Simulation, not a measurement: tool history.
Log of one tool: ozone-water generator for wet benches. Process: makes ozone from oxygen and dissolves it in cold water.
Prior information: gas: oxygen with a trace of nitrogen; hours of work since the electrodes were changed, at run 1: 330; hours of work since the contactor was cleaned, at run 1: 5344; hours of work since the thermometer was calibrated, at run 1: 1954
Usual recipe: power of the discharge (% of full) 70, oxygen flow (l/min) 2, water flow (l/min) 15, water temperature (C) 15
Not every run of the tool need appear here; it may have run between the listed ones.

run     day  power of the discharge (% of full)  oxygen flow (l/min)  water flow (l/min)  water temperature (C)  hours of work since the electrodes were changed  hours of work since the contactor was cleaned  hours of work since the thermometer was calibrated  dissolved ozone (ppm)  ozone in the gas ahead of the water (g/m3)
  1       0                                  70                    2                  15                     15                                              330                                           5344                                                1954                   11.6                                         149
  2   1.025                                  70                 1.95                  15                     15                                              352                                           5365                                                1976                   11.7                                       153.1
  3   2.129                                  70                 1.95                  15                     15                                              375                                           5388                                                1999                   11.6                                         153
  4   3.012                                  70                    2                  15                     15                                              393                                           5407                                                2017                   11.5                                       147.9
  5   3.771                                  70                    2                  11                     15                                              409                                           5423                                                2033                   15.4                                       149.6
  6   5.029                                  70                    2                  11                     15                                              436                                           5449                                                2060                   15.9                                       150.6
  7   6.104                                  70                    2                  15                     13                                              458                                           5472                                                2082                   11.9                                       149.9
  8   7.262                                  70                    2                  15                     13                                              482                                           5496                                                2107                   11.8                                       149.9
  9   8.371                                  70                    2                  15                     13                                              506                                           5519                                                2130                     12                                       150.9
 10   9.417                                  70                    2                  15                     13                                              528                                           5541                                                2152                   11.7                                       147.1
 11  10.575                                  70                 1.08                  15                     15                                              552                                           5565                                                2176                    8.9                                       189.5
 12  11.688                                  70                 1.08                  15                     15                                              575                                           5589                                                2199                    9.2                                       189.2
 13  12.417                                  70                 1.08                  15                     15                                              591                                           5604                                                2215                    8.8                                       188.7
 14  13.408                                  70                    2                  15                     14                                              611                                           5625                                                2235                   11.8                                       147.9
 15  14.596                                  67                 1.46                  15                     12                                              636                                           5650                                                2260                   10.1                                       163.6
 16  15.829                                  70                 1.22                  23                     15                                              662                                           5676                                                2286                    5.5                                       178.6
 17  16.717                                  70                 1.22                  13                     22                                              681                                           5694                                                2305                   10.6                                       179.9
 18  17.392                                  70                 1.22                  13                     22                                              695                                           5708                                                2319                   10.5                                       177.1
 19  18.146                                  70                 2.07                  10                     15                                              711                                           5724                                                2335                   17.2                                       146.5
 20  18.762                                  70                 2.07                  10                     15                                              724                                           5737                                                2348                   16.8                                       149.3
 21  19.808                                  52                    2                  15                     15                                              746                                           5759                                                2370                    9.7                                       122.1
 22  20.962                                  52                    2                  15                     15                                              770                                           5783                                                2394                    9.5                                       123.5
 23  21.492                                  74                    2                  15                     15                                              781                                           5794                                                2405                   11.8                                       153.4
 24   22.15                                  70                 1.75                  14                     13                                              795                                           5808                                                2419                   12.1                                       158.3
 25  23.075                                  70                  1.7                  14                     23                                              814                                           5828                                                2438                   11.1                                       157.6
 26  24.242                                  92                 2.98                  16                      7                                              839                                           5852                                                2463                   15.8                                       153.3
 27  25.012                                  92                 2.98                  16                      7                                              855                                           5868                                                2479                   15.7                                       153.4

Below are 4 alternative next runs, each starting from the tool's condition after run 27. Predict each:
  A  25.662                                  70                 1.62                  17                      7                                              868                                           5882                                                2492                      ?                                           ?
  B  25.662                                  53                    2                  16                     15                                              868                                           5882                                                2492                      ?                                           ?
  C  25.662                                  52                 2.98                  19                      7                                              868                                           5882                                                2492                      ?                                           ?
  D  25.662                                  70                 3.35                  15                     15                                              868                                           5882                                                2492                      ?                                           ?

run  dissolved ozone (ppm)  ozone in the gas ahead of the water (g/m3)
  A                    9.8                                       161.6
  B                      9                                       125.3
  C                    9.1                                       106.4
  D                   13.4                                       123.6
With no hidden state in the tool, these same runs would have given:
run  dissolved ozone (ppm)  ozone in the gas ahead of the water (g/m3)
  A                   10.5                                       163.1
  B                    9.6                                       126.2
  C                    9.8                                       107.1
  D                   14.4                                       124.7
